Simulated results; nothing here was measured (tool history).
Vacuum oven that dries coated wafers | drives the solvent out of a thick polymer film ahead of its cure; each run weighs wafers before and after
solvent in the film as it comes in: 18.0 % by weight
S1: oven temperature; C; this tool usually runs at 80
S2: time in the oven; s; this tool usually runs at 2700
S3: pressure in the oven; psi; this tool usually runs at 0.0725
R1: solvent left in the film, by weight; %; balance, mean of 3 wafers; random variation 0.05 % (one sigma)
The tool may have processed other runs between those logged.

run   hour  S1    S2      S3    R1
  1      0  80  2700  0.0725  3.31
  2    9.2  80  2700  0.0725   3.5
  3   18.7  80  2700  0.0725  3.35
  4   26.6  80  2700  0.0725   3.3
  5   44.7  80  2700  0.0725  3.28
  6   59.8  80  2700  0.2035  3.59
  7   71.5  75  2700  0.0725   4.6
  8   80.1  75  2700  0.0725  4.71
  9   92.5  75  2700  0.0725  4.65
 10    105  75  2700  0.0725  4.65
 11  114.6  75  2700  0.0725  4.59
 12  127.4  80  2700  0.0725  3.27
 13  145.3  80  2700  0.0725  3.24
 14  152.8  80  2700  0.0574   3.2
 15  162.1  80  2700  0.0574  3.31
     165.3  -- oven's thermocouples calibrated
 16  173.4  80  2700  0.0574  3.08
 17  184.9  80  2700  0.0574  3.26
 18  200.4  80  2700  0.0574   3.1
     209.1  -- oven's thermocouples calibrated, once more
 19  212.8  80  2700  0.0574  3.38
 20    224  73  2640  0.0612  5.41
 21  237.7  80  1500  0.1334  6.57
 22  245.6  80  1740  0.1569   5.8
 23  258.7  80  1740  0.1569  5.77
 24  272.8  80  1740  0.1569   5.8
 25  284.7  74  1740  0.1569   7.6
 26  295.3  74  1740  0.1569   7.5
 27    313  80  2220  0.1548  4.55
 28  330.9  80  4440  0.0989  1.54
 29    346  80  4440  0.0989   1.5
 30  357.6  73  1500  0.0725  8.37
 31  367.2  90  2820  0.0725   1.2
 32  380.8  70  2640  0.0448  6.26
 33  395.9  70  2640  0.0448  6.32
 34  406.6  86  2100  0.0448  3.07

Measured minus without-hidden-state, run by run (identical run-to-run variation in each term; gauge scatter may differ):
Hidden state at play: true wafer temperature over the reading, C; true pressure over the reading, kPa; drift of the gauge itself on solvent_pct, %.
run     R1
  1  -0.06
  2  -0.07
  3  -0.07
  4  -0.07
  5  -0.08
  6  -0.08
  7  -0.09
  8  -0.09
  9   -0.1
 10   -0.1
 11  -0.11
 12   -0.1
 13  -0.11
 14   -0.1
 15  -0.11
 16  -0.19
 17   -0.2
 18  -0.19
 19  +0.04
 20  +0.05
 21  +0.03
 22  +0.03
 23  +0.03
 24  +0.03
 25  +0.02
 26  +0.02
 27  +0.02
 28  +0.03
 29  +0.04
 30  +0.01
 31  +0.01
 32  +0.01
 33     +0
 34  -0.01
